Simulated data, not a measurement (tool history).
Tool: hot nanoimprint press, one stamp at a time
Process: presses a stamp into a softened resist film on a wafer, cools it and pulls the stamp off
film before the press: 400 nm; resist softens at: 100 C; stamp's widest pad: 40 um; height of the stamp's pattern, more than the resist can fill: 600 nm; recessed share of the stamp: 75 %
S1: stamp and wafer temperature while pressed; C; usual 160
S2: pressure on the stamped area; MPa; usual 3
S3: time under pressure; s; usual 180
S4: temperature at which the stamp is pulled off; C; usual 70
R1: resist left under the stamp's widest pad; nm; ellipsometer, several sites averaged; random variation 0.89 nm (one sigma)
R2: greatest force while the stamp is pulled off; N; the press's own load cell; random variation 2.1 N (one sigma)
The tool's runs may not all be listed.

run 1 hour=0 | S1=160 S2=3 S3=180 S4=70 | R1=231.5 R2=124
run 2 hour=43.3 | S1=160 S2=3 S3=180 S4=70 | R1=232.8 R2=123
-- hour=62.9 stamp cleaned and given a new release coat
run 3 hour=100 | S1=160 S2=3 S3=124 S4=70 | R1=258.2 R2=122
run 4 hour=121.9 | S1=160 S2=3.09 S3=180 S4=70 | R1=229 R2=123
run 5 hour=146.1 | S1=160 S2=3.09 S3=180 S4=70 | R1=227.9 R2=123
run 6 hour=191.8 | S1=160 S2=3.09 S3=180 S4=70 | R1=231.2 R2=122
run 7 hour=213.1 | S1=160 S2=3.09 S3=180 S4=70 | R1=230 R2=121
run 8 hour=237.8 | S1=160 S2=3.09 S3=180 S4=70 | R1=230.8 R2=125
run 9 hour=274.8 | S1=160 S2=3 S3=141 S4=70 | R1=251 R2=121
run 10 hour=303.3 | S1=160 S2=3 S3=128 S4=70 | R1=260 R2=124
run 11 hour=344.6 | S1=166 S2=3 S3=180 S4=70 | R1=190.2 R2=125
-- hour=385.8 stamp cleaned and given a new release coat
run 12 hour=388.7 | S1=166 S2=3 S3=180 S4=70 | R1=191.3 R2=126
run 13 hour=436.1 | S1=166 S2=3 S3=180 S4=70 | R1=190.2 R2=123
run 14 hour=473.2 | S1=166 S2=3 S3=180 S4=70 | R1=191.9 R2=124
-- hour=488.4 gauge calibrated
-- hour=524.3 plate thermocouple calibrated
run 15 hour=527.1 | S1=166 S2=3 S3=180 S4=72 | R1=186.3 R2=116
run 16 hour=554.6 | S1=166 S2=3 S3=180 S4=72 | R1=187.2 R2=118
-- hour=577.9 press's hydraulic seals changed and the load cell set to zero
run 17 hour=614.7 | S1=166 S2=3 S3=180 S4=72 | R1=188.6 R2=120
run 18 hour=650.3 | S1=161 S2=1.82 S3=143 S4=70 | R1=295.3 R2=123
run 19 hour=680.1 | S1=158 S2=3 S3=279 S4=70 | R1=220.6 R2=122
-- hour=718.9 stamp cleaned and given a new release coat
run 20 hour=719.1 | S1=150 S2=2.62 S3=261 S4=70 | R1=308.8 R2=126
run 21 hour=764.9 | S1=150 S2=2.62 S3=298 S4=70 | R1=302.5 R2=125
run 22 hour=787.4 | S1=150 S2=2.62 S3=298 S4=70 | R1=302.6 R2=124
run 23 hour=830.8 | S1=161 S2=2.43 S3=298 S4=72 | R1=217.4 R2=116
run 24 hour=854.3 | S1=160 S2=2.37 S3=145 S4=71 | R1=275.8 R2=119
run 25 hour=899.9 | S1=160 S2=2.81 S3=180 S4=63 | R1=243 R2=144
run 26 hour=925 | S1=160 S2=2.78 S3=180 S4=70 | R1=245 R2=123
run 27 hour=977 | S1=160 S2=1.86 S3=180 S4=57 | R1=291 R2=155
run 28 hour=1021.2 | S1=160 S2=1.86 S3=180 S4=57 | R1=294.5 R2=156
-- hour=1043.3 stamp cleaned and given a new release coat
run 29 hour=1052.8 | S1=167 S2=1.86 S3=180 S4=57 | R1=239 R2=156
run 30 hour=1102.2 | S1=167 S2=1.86 S3=112 S4=57 | R1=271.8 R2=162
run 31 hour=1147.6 | S1=167 S2=1.86 S3=112 S4=57 | R1=269.8 R2=155

Forecast each of these 3 alternatives for the next run:
run A hour=1186.9 | S1=160 S2=4.46 S3=180 S4=70 | R1=? R2=?
run B hour=1186.9 | S1=167 S2=4.73 S3=112 S4=77 | R1=? R2=?
run C hour=1186.9 | S1=167 S2=1.86 S3=133 S4=57 | R1=? R2=?

run=A R1=197.7 R2=122
run=B R1=170.3 R2=104
run=C R1=261.1 R2=157
Without the tool's hidden state the same runs would have given:
run=A R1=190.2 R2=122
run=B R1=163.8 R2=103
run=C R1=251.3 R2=157
